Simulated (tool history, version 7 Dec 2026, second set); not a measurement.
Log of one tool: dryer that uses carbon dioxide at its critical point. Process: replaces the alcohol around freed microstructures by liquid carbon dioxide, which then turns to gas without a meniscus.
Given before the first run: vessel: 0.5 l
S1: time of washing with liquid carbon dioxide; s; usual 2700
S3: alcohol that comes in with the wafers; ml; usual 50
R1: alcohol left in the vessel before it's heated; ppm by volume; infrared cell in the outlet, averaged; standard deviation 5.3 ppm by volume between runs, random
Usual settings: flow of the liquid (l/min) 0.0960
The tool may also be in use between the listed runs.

{"run": 1, "hour": 0.0, "S1": 2700, "flow of the liquid (l/min)": 0.096, "S3": 50, "R1": 191}
{"run": 2, "hour": 13.1, "S1": 2700, "flow of the liquid (l/min)": 0.096, "S3": 50, "R1": 178}
{"run": 3, "hour": 28.4, "S1": 2700, "flow of the liquid (l/min)": 0.096, "S3": 50, "R1": 203}
{"run": 4, "hour": 39.5, "S1": 2100, "flow of the liquid (l/min)": 0.096, "S3": 50, "R1": 760}
{"run": 5, "hour": 52.2, "S1": 2700, "flow of the liquid (l/min)": 0.096, "S3": 50, "R1": 232}
{"run": 6, "hour": 73.5, "S1": 2700, "flow of the liquid (l/min)": 0.096, "S3": 50, "R1": 229}
{"run": 7, "hour": 85.5, "S1": 2700, "flow of the liquid (l/min)": 0.096, "S3": 50, "R1": 233}
{"run": 8, "hour": 99.4, "S1": 2700, "flow of the liquid (l/min)": 0.096, "S3": 50, "R1": 248}
{"run": 9, "hour": 110.5, "S1": 2700, "flow of the liquid (l/min)": 0.096, "S3": 42, "R1": 214}
{"run": 10, "hour": 127.9, "S1": 2700, "flow of the liquid (l/min)": 0.0743, "S3": 57, "R1": 1141}
{"run": 11, "hour": 137.1, "S1": 2700, "flow of the liquid (l/min)": 0.0743, "S3": 57, "R1": 1128}
{"run": 12, "hour": 148.6, "S1": 1800, "flow of the liquid (l/min)": 0.1479, "S3": 113, "R1": 457}
{"run": 13, "hour": 166.1, "S1": 1800, "flow of the liquid (l/min)": 0.1479, "S3": 113, "R1": 474}
{"run": 14, "hour": 181.8, "S1": 1800, "flow of the liquid (l/min)": 0.1479, "S3": 113, "R1": 491}
{"run": 15, "hour": 201.6, "S1": 1980, "flow of the liquid (l/min)": 0.0654, "S3": 97, "R1": 10709}
{"run": 16, "hour": 223.6, "S1": 2580, "flow of the liquid (l/min)": 0.0805, "S3": 70, "R1": 1448}
{"run": 17, "hour": 242.1, "S1": 4260, "flow of the liquid (l/min)": 0.1204, "S3": 35, "R1": 34}

Here are 4 independent what-if runs from the current tool condition. What would each one return?
{"run": "A", "hour": 254.0, "S1": 2700, "flow of the liquid (l/min)": 0.087, "S3": 50, "R1": "?"}
{"run": "B", "hour": 254.0, "S1": 1740, "flow of the liquid (l/min)": 0.1012, "S3": 35, "R1": "?"}
{"run": "C", "hour": 254.0, "S1": 2400, "flow of the liquid (l/min)": 0.1231, "S3": 51, "R1": "?"}
{"run": "D", "hour": 254.0, "S1": 3960, "flow of the liquid (l/min)": 0.1204, "S3": 23, "R1": "?"}

run=A R1=609
run=B R1=1442
run=C R1=183
run=D R1=32
What these runs would have given with no unlogged condition in the tool:
run=A R1=213
run=B R1=660
run=C R1=49
run=D R1=1
